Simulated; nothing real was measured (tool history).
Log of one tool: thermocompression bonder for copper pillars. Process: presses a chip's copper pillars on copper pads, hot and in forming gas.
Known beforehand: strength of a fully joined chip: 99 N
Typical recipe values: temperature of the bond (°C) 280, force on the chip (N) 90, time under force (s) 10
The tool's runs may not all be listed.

| run | hour | temperature of the bond (°C) | force on the chip (N) | time under force (s) | force that shears a chip off (N) |
|---|---|---|---|---|---|
| 1 | 0 | 280 | 90 | 10 | 68.2 |
| 2 | 6.1 | 280 | 90 | 10 | 68.4 |
| 3 | 15.7 | 280 | 90 | 10 | 67.7 |
| 4 | 22.8 | 280 | 90 | 9 | 65.9 |
| 5 | 29.5 | 280 | 90 | 9 | 66 |
| 6 | 34.7 | 280 | 90 | 10 | 68.3 |
| 7 | 46.1 | 280 | 90 | 10 | 67.9 |
|  | 55.2 | forming gas filter changed |
| 8 | 55.2 | 280 | 90 | 10 | 68 |
| 9 | 64.9 | 258 | 71 | 10 | 45.3 |
| 10 | 71.8 | 304 | 90 | 10 | 78.9 |
| 11 | 82.2 | 263 | 118 | 17 | 80 |
| 12 | 91.8 | 269 | 111 | 11 | 73.2 |
| 13 | 99.1 | 269 | 111 | 11 | 73.5 |
| 14 | 104.3 | 252 | 123 | 11 | 69.2 |
| 15 | 110.2 | 252 | 123 | 11 | 68.6 |

Each row is a separate what-if for the run after 15, all from the same tool condition, not one after another. Results?
| A | 118.1 | 252 | 123 | 12 | ? |
| B | 118.1 | 271 | 55 | 10 | ? |
| C | 118.1 | 306 | 107 | 10 | ? |
| D | 118.1 | 284 | 57 | 12 | ? |
| E | 118.1 | 252 | 62 | 13 | ? |

| run | force that shears a chip off (N) |
|---|---|
| A | 69.9 |
| B | 40.5 |
| C | 85.2 |
| D | 51.6 |
| E | 40.7 |
Without the tool's unlogged condition, the same runs would have read:
| run | force that shears a chip off (N) |
|---|---|
| A | 70.8 |
| B | 41.1 |
| C | 86.3 |
| D | 52.3 |
| E | 41.3 |
